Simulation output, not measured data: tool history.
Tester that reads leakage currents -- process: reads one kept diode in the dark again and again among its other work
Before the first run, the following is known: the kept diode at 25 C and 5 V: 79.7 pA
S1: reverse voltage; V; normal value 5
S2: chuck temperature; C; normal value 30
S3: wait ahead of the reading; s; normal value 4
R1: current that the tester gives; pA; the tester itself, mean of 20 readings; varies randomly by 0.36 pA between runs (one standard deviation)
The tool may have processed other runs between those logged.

run 1 hour=0 | S1=5 S2=30 S3=4 | R1=113.19
run 2 hour=32.1 | S1=5 S2=30 S3=4 | R1=112.76
run 3 hour=68 | S1=5 S2=36 S3=4 | R1=177.62
run 4 hour=118.5 | S1=5 S2=36 S3=4 | R1=177.79
run 5 hour=174.7 | S1=5 S2=30 S3=4 | R1=112.86
run 6 hour=209.1 | S1=5 S2=46 S3=4 | R1=369.24
run 7 hour=260.4 | S1=5 S2=46 S3=4 | R1=368.91
run 8 hour=289.2 | S1=5 S2=46 S3=4 | R1=366.39
run 9 hour=328 | S1=5 S2=46 S3=4 | R1=369.46
run 10 hour=355.4 | S1=5 S2=46 S3=0.35 | R1=373.32
run 11 hour=410 | S1=5 S2=42 S3=0.35 | R1=280.05
run 12 hour=448.2 | S1=5 S2=42 S3=0.35 | R1=279.91
run 13 hour=490.1 | S1=5 S2=42 S3=0.35 | R1=278.3
-- hour=515.4 chuck's temperature calibrated
run 14 hour=518.3 | S1=5 S2=30 S3=4 | R1=119.78
run 15 hour=575.6 | S1=5 S2=30 S3=4 | R1=120.99
run 16 hour=622.8 | S1=5 S2=30 S3=0.61 | R1=123.01
run 17 hour=647.1 | S1=5 S2=30 S3=4 | R1=119.88
run 18 hour=685.8 | S1=5 S2=30 S3=4 | R1=120.37
run 19 hour=738.8 | S1=5 S2=30 S3=4 | R1=119.5
run 20 hour=787.5 | S1=5 S2=30 S3=0.7 | R1=122.52

Run 21 is up next; what results do you expect?
run 21 hour=821.8 | S1=5 S2=23 S3=4.51 | R1=?

Run 21 yielded R1 69.47 pA.
The same run, on a tool lacking any hidden state, would have yielded R1 68.28 pA.
